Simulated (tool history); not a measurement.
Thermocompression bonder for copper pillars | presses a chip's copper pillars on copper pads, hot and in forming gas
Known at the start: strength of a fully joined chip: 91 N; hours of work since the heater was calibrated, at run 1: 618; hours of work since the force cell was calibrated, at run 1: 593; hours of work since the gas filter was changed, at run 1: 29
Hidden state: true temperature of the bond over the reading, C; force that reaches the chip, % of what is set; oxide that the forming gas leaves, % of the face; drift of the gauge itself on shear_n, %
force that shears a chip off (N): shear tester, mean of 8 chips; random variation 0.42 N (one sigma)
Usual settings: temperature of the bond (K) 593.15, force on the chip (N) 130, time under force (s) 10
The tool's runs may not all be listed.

run     day  temperature of the bond (K)  force on the chip (N)  time under force (s)  hours of work since the heater was calibrated  hours of work since the force cell was calibrated  hours of work since the gas filter was changed  force that shears a chip off (N)
  1   0.000                       593.15                    130                    10                                            618                                                593                                              29                              63.7
  2   0.996                       593.15                    130                    10                                            636                                                610                                              46                              63.6
  3   1.900                       593.15                    130                    10                                            652                                                626                                              62                              63.7
  4   2.888                       593.15                    130                     7                                            669                                                644                                              80                              57.0
  5   3.488                       573.15                    130                     7                                            680                                                654                                              90                              45.9
  6   4.417                       573.15                    130                     7                                            696                                                671                                             107                              45.9
  7   5.400                       573.15                    130                     7                                            713                                                688                                             124                              45.6
  8   6.275                       573.15                    130                     7                                            729                                                704                                             140                              45.0
  9   7.046                       573.15                    130                     7                                            743                                                717                                             153                              45.3
 10   7.912                       573.15                    130                     7                                            758                                                733                                             169                              45.6
 11   8.742                       593.15                    130                    10                                            773                                                747                                             183                              62.0
 12   9.208                       593.15                    130                    10                                            781                                                755                                             191                              62.8
 13   9.725                       593.15                    130                    10                                            790                                                765                                             201                              62.9
 14  10.433                       593.15                    130                    10                                            803                                                777                                             213                              61.9
 15  11.417                       568.15                    130                    10                                            820                                                795                                             230                              48.4
 16  11.904                       593.15                    169                    10                                            828                                                803                                             239                              67.1
 17  12.933                       593.15                     83                     8                                            847                                                821                                             257                              48.6
 18  13.858                       593.15                     83                     8                                            863                                                838                                             274                              48.0
 19  14.500                       593.15                    102                    11                                            874                                                849                                             285                              57.6
 20  15.083                       606.15                    115                     5                                            885                                                859                                             295                              55.1
 21  15.858                       606.15                    115                     5                                            898                                                873                                             309                              54.5
 22  16.338                       582.15                    115                     7                                            907                                                882                                             317                              47.2
 23  16.821                       582.15                    115                     7                                            915                                                890                                             326                              47.6
 24  17.338                       582.15                    115                     7                                            925                                                899                                             335                              46.9
 25  17.842                       575.15                    115                     9                                            933                                                908                                             344                              47.0
 26  18.483                       593.15                    130                     8                                            945                                                919                                             355                              57.7
 27  19.408                       569.15                    123                    11                                            961                                                936                                             372                              48.0
 28  20.142                       569.15                    106                    14                                            974                                                949                                             385                              48.3
 29  20.704                       593.15                    184                     8                                            984                                                959                                             395                              65.2
     21.162  -- forming gas filter changed
 30  21.283                       609.15                    184                     7                                            994                                                969                                               2                              76.0
 31  22.108                       580.15                    159                    10                                           1008                                                983                                              17                              63.1

Some steps in force that shears a chip off (N) between neighbouring runs. How much of each would the tool show without its hidden state too (settings, what came in, random variation), and how much is left for the hidden state, with any gauge scatter that isn't in both results?
Run 15 -> 16: temperature of the bond (K) 568.15 -> 593.15, force on the chip (N) 130 -> 169. force that shears a chip off (N) +18.7: hidden state -1.7, all else +20.4.
Run 16 -> 17: force on the chip (N) 169 -> 83, time under force (s) 10 -> 8. force that shears a chip off (N) -18.5: hidden state +1.2, all else -19.7.
Run 28 -> 29: temperature of the bond (K) 569.15 -> 593.15, force on the chip (N) 106 -> 184, time under force (s) 14 -> 8. force that shears a chip off (N) +16.9: hidden state -2.3, all else +19.2.
Run 29 -> 30: temperature of the bond (K) 593.15 -> 609.15, time under force (s) 8 -> 7, forming gas filter changed. force that shears a chip off (N) +10.8: hidden state +5.1, all else +5.7.
